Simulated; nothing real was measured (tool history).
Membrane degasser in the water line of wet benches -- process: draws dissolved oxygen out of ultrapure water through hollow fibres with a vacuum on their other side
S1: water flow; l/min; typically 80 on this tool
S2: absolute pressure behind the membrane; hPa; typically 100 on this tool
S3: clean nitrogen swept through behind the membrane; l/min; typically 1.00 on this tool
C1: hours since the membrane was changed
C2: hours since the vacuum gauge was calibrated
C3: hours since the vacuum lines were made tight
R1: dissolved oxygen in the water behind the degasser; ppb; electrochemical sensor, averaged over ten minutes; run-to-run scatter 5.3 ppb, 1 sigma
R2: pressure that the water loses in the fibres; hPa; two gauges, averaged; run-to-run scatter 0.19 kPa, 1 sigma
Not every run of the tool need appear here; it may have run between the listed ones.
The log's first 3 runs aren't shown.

Run 4, day 21.912: usual settings; C1 6872; C2 3773; C3 6625. Result: R1 1050.0 ppb, R2 367.3 hPa.
Run 5, day 30.317: usual settings but S3 0.74 l/min; C1 7073; C2 3975; C3 6827. Result: R1 1211.9 ppb, R2 365.3 hPa.
Run 6, day 38.308: usual settings but S3 0.74 l/min; C1 7265; C2 4167; C3 7019. Result: R1 1209.4 ppb, R2 370.6 hPa.
Run 7, day 43.262: usual settings but S1 71 l/min; C1 7384; C2 4286; C3 7138. Result: R1 929.2 ppb, R2 322.9 hPa.
Run 8, day 54.821: usual settings; C1 7661; C2 4563; C3 7415. Result: R1 1052.9 ppb, R2 367.7 hPa.
Run 9, day 65.962: usual settings but S1 53 l/min; C1 7929; C2 4831; C3 7682. Result: R1 688.0 ppb, R2 244.8 hPa.
Run 10, day 76.950: usual settings but S1 53 l/min; C1 8192; C2 5094; C3 7946. Result: R1 689.0 ppb, R2 244.4 hPa.
Run 11, day 84.850: usual settings but S1 53 l/min; C1 8382; C2 5284; C3 8136. Result: R1 687.3 ppb, R2 244.6 hPa.
Run 12, day 92.904: usual settings but S1 53 l/min; C1 8575; C2 5477; C3 8329. Result: R1 688.6 ppb, R2 242.2 hPa.
Run 13, day 98.600: usual settings; C1 8712; C2 5614; C3 8466. Result: R1 1052.8 ppb, R2 371.3 hPa.
Run 14, day 108.729: usual settings; C1 8955; C2 5857; C3 8709. Result: R1 1049.3 ppb, R2 370.0 hPa.
Run 15, day 114.492: usual settings; C1 9093; C2 5995; C3 8847. Result: R1 1049.2 ppb, R2 367.2 hPa.
Run 16, day 121.725: usual settings; C1 9267; C2 6169; C3 9021. Result: R1 1047.4 ppb, R2 365.6 hPa.
Run 17, day 131.892: usual settings; C1 9511; C2 6413; C3 9265. Result: R1 1044.8 ppb, R2 366.3 hPa.
Run 18, day 138.496: usual settings but S1 116 l/min, S3 0.84 l/min; C1 9670; C2 6571; C3 9423. Result: R1 1667.6 ppb, R2 533.3 hPa.
Run 19, day 147.775: usual settings but S1 87 l/min, S2 165 hPa, S3 0.82 l/min; C1 9892; C2 6794; C3 9646. Result: R1 2015.3 ppb, R2 396.9 hPa.
Run 20, day 156.000: usual settings but S1 87 l/min, S2 61 hPa, S3 0.82 l/min; C1 10090; C2 6991; C3 9843. Result: R1 739.2 ppb, R2 398.8 hPa.
Run 21, day 165.754: usual settings but S1 87 l/min, S2 61 hPa, S3 0.82 l/min; C1 10324; C2 7226; C3 10077. Result: R1 733.1 ppb, R2 401.2 hPa.
Run 22, day 176.275: usual settings but S1 76 l/min, S2 152 hPa, S3 2.85 l/min; C1 10576; C2 7478; C3 10330. Result: R1 818.3 ppb, R2 352.2 hPa.
Run 23, day 185.125: usual settings but S1 116 l/min, S2 74 hPa, S3 1.76 l/min; C1 10789; C2 7690; C3 10542. Result: R1 1055.3 ppb, R2 533.0 hPa.
Run 24, day 190.617: usual settings but S1 116 l/min, S2 74 hPa, S3 1.88 l/min; C1 10920; C2 7822; C3 10674. Result: R1 1035.2 ppb, R2 533.8 hPa.
Run 25, day 195.350: usual settings but S1 113 l/min, S2 109 hPa; C1 11034; C2 7936; C3 10788. Result: R1 1637.7 ppb, R2 517.6 hPa.

For run 26, what comes out?
Run 26, day 202.854: usual settings but S1 113 l/min, S2 109 hPa; C1 11214; C2 8116; C3 10968. Result: R1 ?, R2 ?.

{"run 26": {"R1": 1627.1, "R2": 520.2}}
The same run, on a tool lacking any hidden state, would have yielded R1 1625.6 ppb, R2 519.7 hPa.
